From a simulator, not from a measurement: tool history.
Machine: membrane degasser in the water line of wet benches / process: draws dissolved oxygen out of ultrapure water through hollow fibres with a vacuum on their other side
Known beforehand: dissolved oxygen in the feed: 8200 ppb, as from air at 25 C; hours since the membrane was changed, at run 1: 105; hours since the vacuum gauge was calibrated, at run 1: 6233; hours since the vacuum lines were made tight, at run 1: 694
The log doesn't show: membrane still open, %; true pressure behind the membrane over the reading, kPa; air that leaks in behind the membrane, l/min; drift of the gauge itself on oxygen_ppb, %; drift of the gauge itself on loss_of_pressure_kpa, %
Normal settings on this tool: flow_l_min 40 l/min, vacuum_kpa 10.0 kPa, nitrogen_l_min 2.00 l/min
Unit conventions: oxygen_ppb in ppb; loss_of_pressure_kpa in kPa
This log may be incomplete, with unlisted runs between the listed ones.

run,hour,flow_l_min,vacuum_kpa,nitrogen_l_min,hours since the membrane was changed,hours since the vacuum gauge was calibrated,hours since the vacuum lines were made tight,oxygen_ppb,loss_of_pressure_kpa
1,0.0,40,10.0,2.00,105,6233,694,320.1,51.75
# hour 84.2: vacuum gauge calibrated
2,94.7,40,10.0,2.00,199,11,789,323.0,51.22
3,184.4,40,9.5,2.00,289,100,878,302.0,51.71
4,227.7,40,9.5,1.52,332,143,922,380.4,52.08
5,283.7,40,9.5,1.52,388,200,978,383.2,51.77
6,388.0,27,10.0,2.00,492,304,1082,229.0,34.94
7,440.3,27,10.0,2.00,545,356,1134,228.0,35.31
8,518.9,26,10.0,2.00,623,435,1213,218.9,33.95
9,571.7,26,10.0,2.00,676,487,1266,220.9,33.64
10,620.0,26,10.0,2.00,724,536,1314,219.4,33.54
# hour 653.2: vacuum gauge calibrated, once more
11,686.6,40,10.0,2.00,790,33,1380,296.5,51.79
12,750.5,40,10.0,2.00,854,97,1444,299.6,52.26
13,847.1,40,10.0,2.00,951,194,1541,297.0,52.08
14,902.6,25,10.0,2.00,1006,249,1596,195.7,32.17
15,1004.2,25,10.0,2.00,1108,351,1698,196.4,32.62
16,1053.4,25,10.0,2.00,1157,400,1747,196.2,32.38
17,1157.7,25,10.0,0.90,1261,504,1851,391.2,32.18
18,1263.0,25,10.0,0.90,1367,610,1956,389.1,32.45
19,1360.7,25,10.0,0.90,1464,707,2054,395.7,32.65
20,1429.8,29,7.2,3.84,1534,777,2123,74.7,37.85
21,1477.8,29,7.2,3.84,1581,825,2171,73.5,37.86
22,1562.9,26,10.0,2.00,1667,910,2256,204.9,33.98
23,1633.2,24,10.0,2.00,1737,980,2327,191.6,31.26
24,1681.9,34,21.9,0.81,1786,1029,2375,1354.5,44.38
25,1739.1,40,23.8,2.68,1843,1086,2433,662.1,52.60
26,1819.1,40,23.8,2.68,1923,1166,2513,662.0,52.52
27,1916.8,27,9.7,2.68,2021,1264,2610,156.9,35.23
28,1998.9,27,9.7,2.68,2103,1346,2692,156.2,35.42
29,2102.2,29,10.0,2.00,2206,1449,2796,225.1,37.76
30,2182.2,42,10.0,2.01,2286,1529,2876,318.9,55.18
31,2252.9,25,10.0,3.96,2357,1600,2946,105.8,32.60

Hidden state at the last listed run before each entry between runs and at the first one after, where it differs:
Runs 1 to 2: vacuum gauge calibrated (hour 84.2)
  membrane still open, %: 99.9 -> 99.8; true pressure behind the membrane over the reading, kPa: 0.55 -> 0.63; air that leaks in behind the membrane, l/min: 0.0027 -> 0.003
  measured less the result without the state, oxygen_ppb: +23.0 -> +26.3 ppb; loss_of_pressure_kpa: +0.04 -> +0.08 kPa
Runs 10 to 11: vacuum gauge calibrated, once more (hour 653.2)
  membrane still open, %: 99.5 -> 99.4; true pressure behind the membrane over the reading, kPa: 0.67 -> 0.01; air that leaks in behind the membrane, l/min: 0.0043 -> 0.0044
  measured less the result without the state, oxygen_ppb: +19.7 -> +1.0 ppb; loss_of_pressure_kpa: +0.18 -> +0.31 kPa
